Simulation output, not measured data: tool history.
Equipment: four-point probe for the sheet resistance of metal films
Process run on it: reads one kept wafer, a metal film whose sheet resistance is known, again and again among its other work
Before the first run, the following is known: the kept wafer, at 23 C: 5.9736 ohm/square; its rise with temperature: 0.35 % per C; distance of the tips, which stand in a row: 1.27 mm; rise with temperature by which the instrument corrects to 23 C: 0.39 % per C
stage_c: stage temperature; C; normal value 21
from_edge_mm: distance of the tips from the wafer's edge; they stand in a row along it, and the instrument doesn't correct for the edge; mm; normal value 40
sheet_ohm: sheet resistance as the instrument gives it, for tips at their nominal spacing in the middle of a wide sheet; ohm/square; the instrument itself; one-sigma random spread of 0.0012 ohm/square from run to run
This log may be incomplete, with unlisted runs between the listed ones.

run 1 day=0.000 | stage_c=21 from_edge_mm=40 | sheet_ohm=5.983235
run 2 day=2.488 | stage_c=21 from_edge_mm=40 | sheet_ohm=5.982036
run 3 day=5.042 | stage_c=21 from_edge_mm=40 | sheet_ohm=5.981685
run 4 day=6.929 | stage_c=22 from_edge_mm=40 | sheet_ohm=5.977594
run 5 day=8.938 | stage_c=22 from_edge_mm=20 | sheet_ohm=5.989348
run 6 day=11.125 | stage_c=20 from_edge_mm=20 | sheet_ohm=5.994442
run 7 day=12.617 | stage_c=21 from_edge_mm=40 | sheet_ohm=5.980975
run 8 day=14.946 | stage_c=21 from_edge_mm=40 | sheet_ohm=5.982880
run 9 day=16.579 | stage_c=21 from_edge_mm=40 | sheet_ohm=5.980818
run 10 day=18.725 | stage_c=21 from_edge_mm=40 | sheet_ohm=5.980017
run 11 day=20.588 | stage_c=26 from_edge_mm=40 | sheet_ohm=5.972497
run 12 day=23.104 | stage_c=26 from_edge_mm=40 | sheet_ohm=5.971070
run 13 day=25.588 | stage_c=21 from_edge_mm=16 | sheet_ohm=5.998899
run 14 day=27.129 | stage_c=20 from_edge_mm=40 | sheet_ohm=5.983007
run 15 day=29.575 | stage_c=35 from_edge_mm=15 | sheet_ohm=5.972716
run 16 day=31.529 | stage_c=21 from_edge_mm=17 | sheet_ohm=5.996531
run 17 day=33.821 | stage_c=21 from_edge_mm=17 | sheet_ohm=5.994486
run 18 day=35.221 | stage_c=28 from_edge_mm=67 | sheet_ohm=5.962777
run 19 day=36.488 | stage_c=32 from_edge_mm=67 | sheet_ohm=5.956362
run 20 day=37.929 | stage_c=32 from_edge_mm=67 | sheet_ohm=5.957499
run 21 day=38.992 | stage_c=19 from_edge_mm=32 | sheet_ohm=5.985546
run 22 day=40.488 | stage_c=19 from_edge_mm=32 | sheet_ohm=5.985782
run 23 day=42.092 | stage_c=24 from_edge_mm=5 | sheet_ohm=6.172574
run 24 day=44.500 | stage_c=20 from_edge_mm=13 | sheet_ohm=6.010302
run 25 day=45.617 | stage_c=31 from_edge_mm=40 | sheet_ohm=5.962391
run 26 day=47.933 | stage_c=31 from_edge_mm=40 | sheet_ohm=5.959266
run 27 day=48.996 | stage_c=28 from_edge_mm=41 | sheet_ohm=5.967756
run 28 day=51.067 | stage_c=21 from_edge_mm=25 | sheet_ohm=5.986497

5 ways to go on from here, each from the tool as it stands after run 28. What would each give?
run A day=52.775 | stage_c=27 from_edge_mm=40 | sheet_ohm=?
run B day=52.775 | stage_c=20 from_edge_mm=30 | sheet_ohm=?
run C day=52.775 | stage_c=29 from_edge_mm=5 | sheet_ohm=?
run D day=52.775 | stage_c=30 from_edge_mm=8 | sheet_ohm=?
run E day=52.775 | stage_c=24 from_edge_mm=25 | sheet_ohm=?

run=A sheet_ohm=5.968452
run=B sheet_ohm=5.987490
run=C sheet_ohm=6.161292
run=D sheet_ohm=6.038095
run=E sheet_ohm=5.982134
Had the tool no hidden state, the same runs would have come out as:
run=A sheet_ohm=5.968572
run=B sheet_ohm=5.987609
run=C sheet_ohm=6.161416
run=D sheet_ohm=6.038216
run=E sheet_ohm=5.982253
